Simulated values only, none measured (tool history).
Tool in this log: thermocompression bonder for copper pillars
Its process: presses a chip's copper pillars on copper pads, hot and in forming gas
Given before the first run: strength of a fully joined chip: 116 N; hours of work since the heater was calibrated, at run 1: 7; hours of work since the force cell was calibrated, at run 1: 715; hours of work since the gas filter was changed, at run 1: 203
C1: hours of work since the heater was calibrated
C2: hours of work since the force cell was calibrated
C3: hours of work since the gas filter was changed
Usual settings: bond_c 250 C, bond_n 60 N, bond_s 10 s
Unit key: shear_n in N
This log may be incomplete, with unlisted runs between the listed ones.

Run 1, hour 0.0: usual settings; C1 7; C2 715; C3 203. Result: shear_n 39.2 N.
At hour 32.7: forming gas filter changed.
Run 2, hour 44.5: usual settings but bond_n 59 N; C1 43; C2 750; C3 9. Result: shear_n 40.2 N.
Run 3, hour 69.4: usual settings but bond_n 59 N; C1 62; C2 770; C3 29. Result: shear_n 41.4 N.
Run 4, hour 102.0: usual settings but bond_n 59 N; C1 88; C2 796; C3 55. Result: shear_n 39.7 N.
Run 5, hour 130.5: usual settings but bond_n 59 N; C1 111; C2 819; C3 78. Result: shear_n 40.7 N.
Run 6, hour 175.3: usual settings but bond_n 59 N; C1 147; C2 854; C3 114. Result: shear_n 40.5 N.
Run 7, hour 213.5: usual settings but bond_n 59 N; C1 177; C2 885; C3 144. Result: shear_n 40.2 N.
Run 8, hour 233.6: usual settings but bond_n 59 N; C1 193; C2 901; C3 160. Result: shear_n 39.5 N.
Run 9, hour 274.6: usual settings but bond_n 59 N; C1 226; C2 933; C3 193. Result: shear_n 39.9 N.
Run 10, hour 310.4: usual settings but bond_n 71 N; C1 255; C2 962; C3 222. Result: shear_n 43.8 N.
At hour 318.1: forming gas filter changed.
Run 11, hour 334.1: usual settings but bond_c 231 C; C1 273; C2 981; C3 13. Result: shear_n 33.9 N.
Run 12, hour 357.0: usual settings but bond_c 231 C; C1 291; C2 999; C3 31. Result: shear_n 33.7 N.
Run 13, hour 379.4: usual settings; C1 309; C2 1017; C3 49. Result: shear_n 42.2 N.
Run 14, hour 422.2: usual settings but bond_n 64 N; C1 344; C2 1051; C3 83. Result: shear_n 42.4 N.
Run 15, hour 467.8: usual settings but bond_n 64 N; C1 380; C2 1087; C3 119. Result: shear_n 43.4 N.
Run 16, hour 509.8: usual settings; C1 413; C2 1121; C3 153. Result: shear_n 41.9 N.
Run 17, hour 539.8: usual settings; C1 437; C2 1145; C3 177. Result: shear_n 42.2 N.
Run 18, hour 569.0: usual settings but bond_s 22 s; C1 461; C2 1168; C3 200. Result: shear_n 55.7 N.
Run 19, hour 598.8: usual settings but bond_s 22 s; C1 484; C2 1192; C3 224. Result: shear_n 54.8 N.
At hour 604.9: forming gas filter changed.
Run 20, hour 640.1: usual settings but bond_n 73 N, bond_s 22 s; C1 517; C2 1224; C3 28. Result: shear_n 65.9 N.
Run 21, hour 663.2: usual settings but bond_c 265 C, bond_n 54 N, bond_s 29 s; C1 535; C2 1243; C3 46. Result: shear_n 67.9 N.
Run 22, hour 701.2: usual settings but bond_c 234 C; C1 566; C2 1273; C3 77. Result: shear_n 36.2 N.
Run 23, hour 737.2: usual settings but bond_c 239 C, bond_n 39 N; C1 594; C2 1302; C3 106. Result: shear_n 28.2 N.
Run 24, hour 764.3: usual settings but bond_c 239 C, bond_n 39 N; C1 616; C2 1324; C3 127. Result: shear_n 28.3 N.
Run 25, hour 791.0: usual settings but bond_c 268 C, bond_n 69 N, bond_s 11 s; C1 637; C2 1345; C3 148. Result: shear_n 58.3 N.
Run 26, hour 818.0: usual settings but bond_c 231 C, bond_n 76 N, bond_s 8 s; C1 659; C2 1366; C3 170. Result: shear_n 36.5 N.
Run 27, hour 856.9: usual settings but bond_c 253 C, bond_n 40 N; C1 690; C2 1397; C3 201. Result: shear_n 33.2 N.
Run 28, hour 882.9: usual settings but bond_c 258 C, bond_s 12 s; C1 711; C2 1418; C3 222. Result: shear_n 49.5 N.
At hour 892.0: forming gas filter changed.
Run 29, hour 926.2: usual settings but bond_c 258 C, bond_s 12 s; C1 745; C2 1452; C3 27. Result: shear_n 53.0 N.
Run 30, hour 971.4: usual settings but bond_c 258 C, bond_s 12 s; C1 781; C2 1488; C3 63. Result: shear_n 52.5 N.
Run 31, hour 998.4: usual settings but bond_c 258 C, bond_s 12 s; C1 802; C2 1510; C3 85. Result: shear_n 51.8 N.
Run 32, hour 1044.0: usual settings but bond_c 227 C, bond_n 39 N, bond_s 7 s; C1 839; C2 1546; C3 121. Result: shear_n 22.0 N.
Run 33, hour 1068.8: usual settings but bond_c 243 C, bond_n 82 N, bond_s 15 s; C1 859; C2 1566; C3 141. Result: shear_n 57.5 N.
Run 34, hour 1110.9: usual settings but bond_c 246 C, bond_n 75 N, bond_s 15 s; C1 892; C2 1600; C3 175. Result: shear_n 56.4 N.
Run 35, hour 1136.6: usual settings but bond_c 221 C, bond_n 50 N, bond_s 9 s; C1 913; C2 1620; C3 195. Result: shear_n 26.6 N.
Run 36, hour 1172.7: usual settings but bond_n 73 N, bond_s 11 s; C1 942; C2 1649; C3 224. Result: shear_n 52.1 N.
At hour 1178.9: forming gas filter changed.
Run 37, hour 1195.5: usual settings but bond_n 73 N, bond_s 11 s; C1 959; C2 1667; C3 13. Result: shear_n 53.7 N.
Run 38, hour 1229.9: usual settings but bond_n 73 N, bond_s 11 s; C1 987; C2 1694; C3 41. Result: shear_n 54.5 N.
Run 39, hour 1263.3: usual settings but bond_c 251 C, bond_n 69 N; C1 1014; C2 1721; C3 67. Result: shear_n 50.8 N.

Forecast each of these 5 alternatives for the next run:
Run A, hour 1287.8: usual settings but bond_n 72 N, bond_s 13 s; C1 1033; C2 1740; C3 87. Result: shear_n ?.
Run B, hour 1287.8: usual settings but bond_c 245 C, bond_n 65 N, bond_s 14 s; C1 1033; C2 1740; C3 87. Result: shear_n ?.
Run C, hour 1287.8: usual settings but bond_s 25 s; C1 1033; C2 1740; C3 87. Result: shear_n ?.
Run D, hour 1287.8: usual settings but bond_c 230 C, bond_n 71 N, bond_s 21 s; C1 1033; C2 1740; C3 87. Result: shear_n ?.
Run E, hour 1287.8: usual settings but bond_c 228 C, bond_n 69 N; C1 1033; C2 1740; C3 87. Result: shear_n ?.

run  shear_n
  A     56.6
  B     51.3
  C     64.0
  D     54.7
  E     39.7
Had the tool no hidden state, the same runs would have come out as:
run  shear_n
  A     50.9
  B     45.8
  C     58.0
  D     48.7
  E     34.7

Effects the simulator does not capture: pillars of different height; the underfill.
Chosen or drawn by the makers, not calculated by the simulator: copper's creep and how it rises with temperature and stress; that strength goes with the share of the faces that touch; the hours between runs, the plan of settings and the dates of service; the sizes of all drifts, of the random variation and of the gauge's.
